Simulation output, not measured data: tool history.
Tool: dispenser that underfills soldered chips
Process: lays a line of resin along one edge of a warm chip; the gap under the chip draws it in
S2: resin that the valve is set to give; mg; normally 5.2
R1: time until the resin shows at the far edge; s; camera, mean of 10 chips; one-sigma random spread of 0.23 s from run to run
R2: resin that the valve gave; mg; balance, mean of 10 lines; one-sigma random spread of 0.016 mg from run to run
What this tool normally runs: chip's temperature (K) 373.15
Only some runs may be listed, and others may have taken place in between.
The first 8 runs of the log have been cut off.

-- hour=42.9 new syringe of resin
run 9 hour=46.8 | chip's_temperature_(K)=373.15 S2=5.2 | R1=7.3 R2=5.06
-- hour=51 new syringe of resin
run 10 hour=51.8 | chip's_temperature_(K)=373.15 S2=5.2 | R1=6.3 R2=5.07
-- hour=58.8 new syringe of resin
run 11 hour=61 | chip's_temperature_(K)=360.15 S2=5.2 | R1=12.2 R2=5.02
run 12 hour=65.8 | chip's_temperature_(K)=373.15 S2=5.68 | R1=7.5 R2=5.47
-- hour=66.5 new syringe of resin
run 13 hour=71.4 | chip's_temperature_(K)=373.15 S2=5.95 | R1=7.5 R2=5.71
-- hour=74.3 new syringe of resin
run 14 hour=77 | chip's_temperature_(K)=364.15 S2=5.2 | R1=10.2 R2=4.99
-- hour=81.8 new syringe of resin
run 15 hour=82.6 | chip's_temperature_(K)=364.15 S2=5.2 | R1=9.6 R2=4.97
run 16 hour=88.6 | chip's_temperature_(K)=364.15 S2=5.2 | R1=11.8 R2=4.99
-- hour=89.6 new syringe of resin
-- hour=97.1 new syringe of resin
run 17 hour=97.7 | chip's_temperature_(K)=373.15 S2=5.2 | R1=6.6 R2=4.91
-- hour=99.1 dispensing valve cleaned and set on the balance
-- hour=105.6 new syringe of resin
run 18 hour=105.6 | chip's_temperature_(K)=371.15 S2=5.2 | R1=7.3 R2=5.22
-- hour=113.3 new syringe of resin
run 19 hour=114.5 | chip's_temperature_(K)=371.15 S2=4.98 | R1=7.2 R2=4.95
-- hour=121 new syringe of resin
run 20 hour=122.3 | chip's_temperature_(K)=372.15 S2=6.66 | R1=6.9 R2=6.57
-- hour=128.6 new syringe of resin
run 21 hour=128.7 | chip's_temperature_(K)=372.15 S2=6.66 | R1=6.6 R2=6.57
-- hour=136.3 new syringe of resin
run 22 hour=136.5 | chip's_temperature_(K)=382.15 S2=5.06 | R1=4.4 R2=4.97
-- hour=143.8 new syringe of resin
run 23 hour=144.2 | chip's_temperature_(K)=382.15 S2=5.06 | R1=4.8 R2=4.95
run 24 hour=149.2 | chip's_temperature_(K)=368.15 S2=4.83 | R1=9.9 R2=4.7
-- hour=151.2 new syringe of resin
-- hour=159 new syringe of resin
run 25 hour=159.1 | chip's_temperature_(K)=383.15 S2=4.83 | R1=4.7 R2=4.69
-- hour=166.5 new syringe of resin
run 26 hour=167.8 | chip's_temperature_(K)=383.15 S2=4.83 | R1=5.4 R2=4.69
-- hour=173.9 new syringe of resin
run 27 hour=177.5 | chip's_temperature_(K)=365.15 S2=5.61 | R1=9.8 R2=5.42
-- hour=181.7 new syringe of resin
run 28 hour=183.8 | chip's_temperature_(K)=373.15 S2=4.44 | R1=7.3 R2=4.26
-- hour=189.5 new syringe of resin
run 29 hour=189.9 | chip's_temperature_(K)=373.15 S2=4.44 | R1=7 R2=4.25
-- hour=195.9 dispensing valve cleaned and set on the balance
run 30 hour=196.1 | chip's_temperature_(K)=374.15 S2=4.64 | R1=7.9 R2=4.68
-- hour=198.4 new syringe of resin
run 31 hour=200.5 | chip's_temperature_(K)=382.15 S2=4.57 | R1=4.9 R2=4.56

Run 32 has not been measured yet. What should we expect?
-- hour=206 new syringe of resin
run 32 hour=209.6 | chip's_temperature_(K)=369.15 S2=4.52 | R1=? R2=?

{"run 32": {"R1": 9.1, "R2": 4.49}}
The same run, on a tool lacking any hidden state, would have yielded R1 7.7 s, R2 4.51 mg.
